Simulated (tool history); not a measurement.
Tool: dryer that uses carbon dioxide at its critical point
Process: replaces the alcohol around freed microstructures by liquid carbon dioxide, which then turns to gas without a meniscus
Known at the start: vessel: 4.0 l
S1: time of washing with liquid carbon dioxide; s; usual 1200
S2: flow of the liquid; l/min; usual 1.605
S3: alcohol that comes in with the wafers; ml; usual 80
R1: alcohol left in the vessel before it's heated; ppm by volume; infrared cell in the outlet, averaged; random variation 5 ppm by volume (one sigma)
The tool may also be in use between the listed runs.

{"run": 1, "day": 0.0, "S1": 1200, "S2": 1.605, "S3": 80, "R1": 32}
{"run": 2, "day": 0.525, "S1": 1200, "S2": 1.605, "S3": 80, "R1": 25}
{"run": 3, "day": 0.854, "S1": 1200, "S2": 1.605, "S3": 80, "R1": 32}
{"run": 4, "day": 1.275, "S1": 1200, "S2": 1.605, "S3": 80, "R1": 30}
{"run": 5, "day": 1.662, "S1": 1200, "S2": 1.605, "S3": 80, "R1": 23}
{"run": 6, "day": 1.883, "S1": 1200, "S2": 1.605, "S3": 80, "R1": 31}
{"run": 7, "day": 2.35, "S1": 1200, "S2": 1.605, "S3": 80, "R1": 36}
{"run": 8, "day": 2.854, "S1": 1200, "S2": 2.19, "S3": 80, "R1": 18}
{"run": 9, "day": 3.121, "S1": 1200, "S2": 1.605, "S3": 80, "R1": 37}
{"run": 10, "day": 3.4, "S1": 1200, "S2": 1.02, "S3": 80, "R1": 297}
{"run": 11, "day": 3.683, "S1": 1200, "S2": 1.28, "S3": 80, "R1": 110}
{"run": 12, "day": 3.975, "S1": 1200, "S2": 1.605, "S3": 80, "R1": 44}
{"run": 13, "day": 4.267, "S1": 1080, "S2": 1.605, "S3": 80, "R1": 71}
{"run": 14, "day": 4.725, "S1": 1080, "S2": 1.605, "S3": 80, "R1": 68}
{"run": 15, "day": 5.183, "S1": 1080, "S2": 1.605, "S3": 80, "R1": 68}
{"run": 16, "day": 5.404, "S1": 840, "S2": 1.605, "S3": 80, "R1": 223}
{"run": 17, "day": 5.621, "S1": 840, "S2": 1.605, "S3": 80, "R1": 219}
{"run": 18, "day": 5.908, "S1": 1200, "S2": 1.605, "S3": 80, "R1": 49}
{"run": 19, "day": 6.296, "S1": 1200, "S2": 1.605, "S3": 80, "R1": 50}
{"run": 20, "day": 6.6, "S1": 1200, "S2": 1.605, "S3": 80, "R1": 57}
{"run": 21, "day": 6.946, "S1": 1860, "S2": 2.62, "S3": 69, "R1": 32}
{"run": 22, "day": 7.225, "S1": 1200, "S2": 1.68, "S3": 80, "R1": 42}
{"run": 23, "day": 7.558, "S1": 1200, "S2": 1.87, "S3": 24, "R1": 33}
{"run": 24, "day": 7.779, "S1": 1200, "S2": 1.87, "S3": 24, "R1": 43}
{"run": 25, "day": 8.158, "S1": 900, "S2": 1.66, "S3": 29, "R1": 76}
{"run": 26, "day": 8.462, "S1": 1080, "S2": 1.605, "S3": 53, "R1": 63}
{"run": 27, "day": 8.725, "S1": 1080, "S2": 1.605, "S3": 53, "R1": 69}
{"run": 28, "day": 9.033, "S1": 1080, "S2": 1.605, "S3": 53, "R1": 64}
{"run": 29, "day": 9.4, "S1": 1500, "S2": 1.52, "S3": 83, "R1": 46}
{"run": 30, "day": 9.808, "S1": 1620, "S2": 1.35, "S3": 45, "R1": 47}
{"run": 31, "day": 10.121, "S1": 1860, "S2": 1.59, "S3": 23, "R1": 41}
{"run": 32, "day": 10.542, "S1": 1860, "S2": 1.59, "S3": 23, "R1": 46}
{"run": 33, "day": 10.929, "S1": 840, "S2": 1.55, "S3": 80, "R1": 293}
{"run": 34, "day": 11.175, "S1": 780, "S2": 1.74, "S3": 85, "R1": 274}
{"run": 35, "day": 11.412, "S1": 1200, "S2": 1.605, "S3": 61, "R1": 65}
{"run": 36, "day": 11.854, "S1": 1200, "S2": 1.605, "S3": 61, "R1": 68}
{"run": 37, "day": 12.217, "S1": 900, "S2": 1.605, "S3": 48, "R1": 148}

Measured less the same run without the tool's hidden state. The same run-to-run variation is in both; the gauge's scatter may not be:
The hidden state here: flow that reaches the vessel past the clogged filter, %; alcohol in the recycled carbon dioxide, ppm; drift of the gauge itself on alcohol_ppm, %.
run=1 R1=+12
run=2 R1=+14
run=3 R1=+15
run=4 R1=+16
run=5 R1=+17
run=6 R1=+19
run=7 R1=+20
run=8 R1=+11
run=9 R1=+24
run=10 R1=+120
run=11 R1=+56
run=12 R1=+27
run=13 R1=+39
run=14 R1=+41
run=15 R1=+43
run=16 R1=+105
run=17 R1=+105
run=18 R1=+34
run=19 R1=+36
run=20 R1=+36
run=21 R1=+23
run=22 R1=+35
run=23 R1=+25
run=24 R1=+27
run=25 R1=+49
run=26 R1=+48
run=27 R1=+49
run=28 R1=+51
run=29 R1=+35
run=30 R1=+35
run=31 R1=+31
run=32 R1=+34
run=33 R1=+163
run=34 R1=+158
run=35 R1=+51
run=36 R1=+54
run=37 R1=+92
